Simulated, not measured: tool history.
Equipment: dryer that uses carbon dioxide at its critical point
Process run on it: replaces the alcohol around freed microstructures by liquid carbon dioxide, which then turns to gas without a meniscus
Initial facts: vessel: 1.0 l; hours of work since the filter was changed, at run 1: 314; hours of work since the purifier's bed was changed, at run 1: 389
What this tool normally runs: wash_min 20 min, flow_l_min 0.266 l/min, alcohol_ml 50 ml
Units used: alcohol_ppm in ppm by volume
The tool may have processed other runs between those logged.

run	hour	wash_min	flow_l_min	alcohol_ml	hours of work since the filter was changed	hours of work since the purifier's bed was changed	alcohol_ppm
1	0.0	20	0.266	50	314	389	1238
2	58.7	20	0.166	50	356	431	5299
3	107.4	20	0.266	50	391	466	1361
4	138.7	20	0.266	105	413	488	2943
5	205.3	20	0.266	105	461	536	2986
# hour 212.9: inlet filter changed
6	261.5	28	0.266	105	35	575	481
7	305.2	20	0.266	50	66	606	1069
8	348.7	20	0.266	29	97	637	667
9	391.6	20	0.310	50	128	668	607
10	434.5	20	0.266	31	159	699	751
11	481.9	20	0.266	31	192	733	766
12	551.6	20	0.266	31	242	783	823
13	612.6	20	0.266	31	286	826	838
14	653.8	20	0.266	50	315	856	1383
15	692.0	20	0.223	50	343	883	2410
16	758.4	17	0.229	92	390	931	6635
17	811.0	13	0.408	92	428	968	2654
18	848.7	13	0.408	92	455	995	2735
# hour 869.8: inlet filter changed
19	897.7	28	0.408	63	20	1029	134
20	936.1	22	0.408	54	47	1057	187
21	989.4	22	0.408	54	86	1095	196
22	1022.1	26	0.259	112	109	1118	933
23	1054.7	13	0.234	25	132	1142	2890
24	1105.2	13	0.234	25	168	1178	2902
25	1148.8	13	0.234	25	200	1209	2946
26	1197.7	13	0.234	25	235	1244	3083
27	1262.7	31	0.266	50	281	1291	298
28	1304.3	31	0.266	50	311	1320	324

Predict each of these 5 candidate next runs independently; none follows another, all start after run 28:
# hour 1347.5: purifier's bed changed
A	1380.6	31	0.266	22	363	24	?
# hour 1347.5: purifier's bed changed
B	1380.6	31	0.249	69	363	24	?
# hour 1347.5: purifier's bed changed
C	1380.6	20	0.208	37	363	24	?
# hour 1347.5: purifier's bed changed
D	1380.6	27	0.381	50	363	24	?
# hour 1347.5: purifier's bed changed
E	1380.6	27	0.205	93	363	24	?

run	alcohol_ppm
A	84
B	360
C	2243
D	49
E	2264
Take away the tool's hidden state, keep each run's random variation, and the runs would have read:
run	alcohol_ppm
A	45
B	201
C	1647
D	24
E	1503
